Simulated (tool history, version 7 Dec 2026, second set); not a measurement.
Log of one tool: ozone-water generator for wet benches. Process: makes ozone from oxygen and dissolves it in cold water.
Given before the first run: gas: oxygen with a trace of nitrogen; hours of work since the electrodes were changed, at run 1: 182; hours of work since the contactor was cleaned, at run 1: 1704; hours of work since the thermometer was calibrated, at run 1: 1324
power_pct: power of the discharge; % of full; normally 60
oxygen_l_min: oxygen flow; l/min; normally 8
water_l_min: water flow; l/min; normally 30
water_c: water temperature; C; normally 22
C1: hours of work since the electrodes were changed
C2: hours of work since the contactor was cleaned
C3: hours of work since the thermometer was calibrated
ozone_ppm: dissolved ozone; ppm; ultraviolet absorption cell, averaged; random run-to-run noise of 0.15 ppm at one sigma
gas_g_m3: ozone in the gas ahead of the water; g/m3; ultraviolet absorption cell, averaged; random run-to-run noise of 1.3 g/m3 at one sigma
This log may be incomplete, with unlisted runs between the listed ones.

Run 1, hour 0: usual settings; C1 182; C2 1704; C3 1324. Result: ozone_ppm 17.5 ppm, gas_g_m3 229.5 g/m3.
Run 2, hour 133.5: usual settings; C1 287; C2 1810; C3 1429. Result: ozone_ppm 17.6 ppm, gas_g_m3 229.2 g/m3.
Run 3, hour 213.1: usual settings; C1 350; C2 1873; C3 1492. Result: ozone_ppm 17.4 ppm, gas_g_m3 229.1 g/m3.
Run 4, hour 391.7: usual settings; C1 491; C2 2013; C3 1633. Result: ozone_ppm 17.3 ppm, gas_g_m3 227.6 g/m3.
Run 5, hour 473.9: usual settings; C1 556; C2 2078; C3 1698. Result: ozone_ppm 17.6 ppm, gas_g_m3 229.6 g/m3.
Run 6, hour 621.7: usual settings; C1 672; C2 2195; C3 1814. Result: ozone_ppm 17.6 ppm, gas_g_m3 229.7 g/m3.
Run 7, hour 798.8: usual settings but water_c 28 C; C1 812; C2 2335; C3 1954. Result: ozone_ppm 15.8 ppm, gas_g_m3 228.7 g/m3.
Run 8, hour 974.3: usual settings but oxygen_l_min 4.33 l/min; C1 951; C2 2473; C3 2092. Result: ozone_ppm 16.4 ppm, gas_g_m3 300.1 g/m3.
Run 9, hour 1116.3: usual settings; C1 1063; C2 2585; C3 2205. Result: ozone_ppm 17.3 ppm, gas_g_m3 231.2 g/m3.
Run 10, hour 1268.8: usual settings; C1 1183; C2 2706; C3 2325. Result: ozone_ppm 17.5 ppm, gas_g_m3 228.9 g/m3.
Run 11, hour 1421.3: usual settings; C1 1303; C2 2826; C3 2445. Result: ozone_ppm 17.3 ppm, gas_g_m3 227.6 g/m3.
Run 12, hour 1517.5: usual settings; C1 1379; C2 2902; C3 2521. Result: ozone_ppm 17.7 ppm, gas_g_m3 228.6 g/m3.
Run 13, hour 1678.8: usual settings; C1 1506; C2 3029; C3 2648. Result: ozone_ppm 17.5 ppm, gas_g_m3 227.5 g/m3.
Run 14, hour 1834.6: usual settings but water_c 14 C; C1 1629; C2 3152; C3 2771. Result: ozone_ppm 19.8 ppm, gas_g_m3 224.7 g/m3.
Run 15, hour 2012.5: usual settings but water_c 14 C; C1 1770; C2 3292; C3 2912. Result: ozone_ppm 19.9 ppm, gas_g_m3 227.4 g/m3.
Run 16, hour 2085: usual settings; C1 1827; C2 3349; C3 2969. Result: ozone_ppm 17.6 ppm, gas_g_m3 228.5 g/m3.
Run 17, hour 2200.6: usual settings; C1 1918; C2 3441; C3 3060. Result: ozone_ppm 17.4 ppm, gas_g_m3 226 g/m3.
Run 18, hour 2355.5: usual settings; C1 2040; C2 3563; C3 3182. Result: ozone_ppm 17.5 ppm, gas_g_m3 223.1 g/m3.
Run 19, hour 2519.2: usual settings; C1 2169; C2 3692; C3 3311. Result: ozone_ppm 17.6 ppm, gas_g_m3 226 g/m3.
Run 20, hour 2654.8: usual settings but oxygen_l_min 10.35 l/min, water_l_min 20 l/min; C1 2276; C2 3799; C3 3418. Result: ozone_ppm 23.9 ppm, gas_g_m3 201.2 g/m3.
Run 21, hour 2782.8: usual settings but power_pct 54 % of full, oxygen_l_min 12.94 l/min, water_l_min 19 l/min, water_c 28 C; C1 2377; C2 3900; C3 3519. Result: ozone_ppm 19.5 ppm, gas_g_m3 169.4 g/m3.
Run 22, hour 2951: usual settings but power_pct 42 % of full, oxygen_l_min 12.21 l/min, water_c 15 C; C1 2510; C2 4033; C3 3652. Result: ozone_ppm 15.9 ppm, gas_g_m3 149.9 g/m3.
Run 23, hour 3024.1: usual settings but power_pct 42 % of full, oxygen_l_min 6.5 l/min, water_l_min 29 l/min, water_c 15 C; C1 2568; C2 4090; C3 3710. Result: ozone_ppm 15.7 ppm, gas_g_m3 200.1 g/m3.
Run 24, hour 3171.4: usual settings but power_pct 42 % of full, oxygen_l_min 6.5 l/min, water_l_min 29 l/min, water_c 15 C; C1 2684; C2 4207; C3 3826. Result: ozone_ppm 15.5 ppm, gas_g_m3 198.1 g/m3.
Run 25, hour 3345.5: usual settings but water_l_min 25 l/min, water_c 15 C; C1 2821; C2 4344; C3 3963. Result: ozone_ppm 22.9 ppm, gas_g_m3 224.4 g/m3.
Run 26, hour 3501.5: usual settings but water_l_min 25 l/min, water_c 15 C; C1 2944; C2 4467; C3 4086. Result: ozone_ppm 22.8 ppm, gas_g_m3 224.9 g/m3.
At hour 3542.7: water thermometer calibrated.
Run 27, hour 3579: usual settings but water_l_min 25 l/min; C1 3005; C2 4528; C3 29. Result: ozone_ppm 20.6 ppm, gas_g_m3 224.3 g/m3.
Run 28, hour 3717.5: usual settings but water_l_min 25 l/min; C1 3114; C2 4637; C3 138. Result: ozone_ppm 20.8 ppm, gas_g_m3 223.3 g/m3.
Run 29, hour 3809.1: usual settings but oxygen_l_min 12.39 l/min, water_l_min 21 l/min, water_c 18 C; C1 3187; C2 4709; C3 210. Result: ozone_ppm 24.6 ppm, gas_g_m3 184.4 g/m3.
Run 30, hour 3882.3: usual settings but oxygen_l_min 12.21 l/min, water_l_min 21 l/min, water_c 16 C; C1 3245; C2 4767; C3 268. Result: ozone_ppm 25.8 ppm, gas_g_m3 185.3 g/m3.
Run 31, hour 4005.2: usual settings but power_pct 100 % of full, oxygen_l_min 13.74 l/min, water_l_min 24 l/min, water_c 25 C; C1 3341; C2 4864; C3 365. Result: ozone_ppm 26.5 ppm, gas_g_m3 239 g/m3.
Run 32, hour 4124.8: usual settings but power_pct 100 % of full, oxygen_l_min 10.73 l/min, water_l_min 24 l/min; C1 3436; C2 4958; C3 459. Result: ozone_ppm 28.9 ppm, gas_g_m3 267.1 g/m3.
Run 33, hour 4300: usual settings but power_pct 100 % of full, oxygen_l_min 10.73 l/min, water_l_min 24 l/min; C1 3574; C2 5097; C3 597. Result: ozone_ppm 28.9 ppm, gas_g_m3 267.8 g/m3.

Here are 3 independent what-if runs from the current tool condition. What would each one return?
Run A, hour 4427.8: usual settings but power_pct 100 % of full, oxygen_l_min 8.17 l/min, water_l_min 33 l/min; C1 3675; C2 5197; C3 698. Result: ozone_ppm ?, gas_g_m3 ?.
Run B, hour 4427.8: usual settings but power_pct 78 % of full, oxygen_l_min 8.72 l/min, water_c 29 C; C1 3675; C2 5197; C3 698. Result: ozone_ppm ?, gas_g_m3 ?.
Run C, hour 4427.8: usual settings but power_pct 59 % of full, oxygen_l_min 8.76 l/min, water_l_min 24 l/min, water_c 18 C; C1 3675; C2 5197; C3 698. Result: ozone_ppm ?, gas_g_m3 ?.

run  ozone_ppm  gas_g_m3
  A       22.2     305.8
  B       18.3       253
  C       22.4     213.4
Stripped of hidden state, with their random variation kept, the same runs would have yielded:
run  ozone_ppm  gas_g_m3
  A       22.3     314.8
  B       18.3     260.4
  C       22.4     219.6
